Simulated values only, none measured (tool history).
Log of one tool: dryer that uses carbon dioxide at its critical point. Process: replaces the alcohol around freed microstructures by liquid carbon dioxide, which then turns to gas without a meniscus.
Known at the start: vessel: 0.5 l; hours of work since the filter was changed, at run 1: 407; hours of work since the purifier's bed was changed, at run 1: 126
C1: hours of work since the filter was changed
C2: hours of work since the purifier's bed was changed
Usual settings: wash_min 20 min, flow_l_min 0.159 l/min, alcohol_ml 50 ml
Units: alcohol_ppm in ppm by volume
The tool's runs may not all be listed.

run 1 day=0 | wash_min=20 flow_l_min=0.159 alcohol_ml=50 | C1=407 C2=126 | alcohol_ppm=1457
run 2 day=0.262 | wash_min=20 flow_l_min=0.159 alcohol_ml=50 | C1=409 C2=128 | alcohol_ppm=1452
run 3 day=0.475 | wash_min=20 flow_l_min=0.159 alcohol_ml=50 | C1=411 C2=130 | alcohol_ppm=1498
run 4 day=0.85 | wash_min=20 flow_l_min=0.159 alcohol_ml=50 | C1=414 C2=133 | alcohol_ppm=1473
run 5 day=1.15 | wash_min=20 flow_l_min=0.159 alcohol_ml=50 | C1=417 C2=136 | alcohol_ppm=1513
run 6 day=1.488 | wash_min=20 flow_l_min=0.159 alcohol_ml=37 | C1=420 C2=139 | alcohol_ppm=1096
run 7 day=1.738 | wash_min=20 flow_l_min=0.159 alcohol_ml=37 | C1=422 C2=141 | alcohol_ppm=1108
-- day=1.967 inlet filter changed
run 8 day=2.017 | wash_min=20 flow_l_min=0.159 alcohol_ml=37 | C1=0 C2=143 | alcohol_ppm=836
run 9 day=2.375 | wash_min=23 flow_l_min=0.159 alcohol_ml=50 | C1=3 C2=146 | alcohol_ppm=554
run 10 day=2.775 | wash_min=23 flow_l_min=0.159 alcohol_ml=50 | C1=7 C2=149 | alcohol_ppm=581
run 11 day=3.104 | wash_min=17 flow_l_min=0.159 alcohol_ml=50 | C1=10 C2=152 | alcohol_ppm=2209
run 12 day=3.396 | wash_min=20 flow_l_min=0.153 alcohol_ml=86 | C1=12 C2=154 | alcohol_ppm=2270
run 13 day=3.567 | wash_min=25 flow_l_min=0.222 alcohol_ml=91 | C1=13 C2=156 | alcohol_ppm=78
run 14 day=3.925 | wash_min=20 flow_l_min=0.257 alcohol_ml=43 | C1=16 C2=159 | alcohol_ppm=66
run 15 day=4.112 | wash_min=18 flow_l_min=0.101 alcohol_ml=55 | C1=18 C2=160 | alcohol_ppm=8436
run 16 day=4.417 | wash_min=12 flow_l_min=0.131 alcohol_ml=30 | C1=21 C2=163 | alcohol_ppm=6466
run 17 day=4.783 | wash_min=16 flow_l_min=0.253 alcohol_ml=25 | C1=24 C2=166 | alcohol_ppm=169
run 18 day=5.079 | wash_min=16 flow_l_min=0.253 alcohol_ml=25 | C1=26 C2=168 | alcohol_ppm=197
run 19 day=5.462 | wash_min=20 flow_l_min=0.159 alcohol_ml=32 | C1=29 C2=172 | alcohol_ppm=744
run 20 day=5.704 | wash_min=20 flow_l_min=0.159 alcohol_ml=32 | C1=31 C2=174 | alcohol_ppm=727
run 21 day=6.058 | wash_min=20 flow_l_min=0.095 alcohol_ml=88 | C1=34 C2=177 | alcohol_ppm=12344
run 22 day=6.367 | wash_min=20 flow_l_min=0.251 alcohol_ml=80 | C1=37 C2=179 | alcohol_ppm=159

Forecast each of these 4 alternatives for the next run:
run A day=6.721 | wash_min=25 flow_l_min=0.251 alcohol_ml=66 | C1=40 C2=182 | alcohol_ppm=?
run B day=6.721 | wash_min=21 flow_l_min=0.173 alcohol_ml=87 | C1=40 C2=182 | alcohol_ppm=?
run C day=6.721 | wash_min=19 flow_l_min=0.176 alcohol_ml=90 | C1=40 C2=182 | alcohol_ppm=?
run D day=6.721 | wash_min=20 flow_l_min=0.117 alcohol_ml=50 | C1=40 C2=182 | alcohol_ppm=?

run=A alcohol_ppm=34
run=B alcohol_ppm=1080
run=C alcohol_ppm=1662
run=D alcohol_ppm=3715
Without the tool's hidden state the same runs would have given:
run=A alcohol_ppm=26
run=B alcohol_ppm=1039
run=C alcohol_ppm=1607
run=D alcohol_ppm=3631
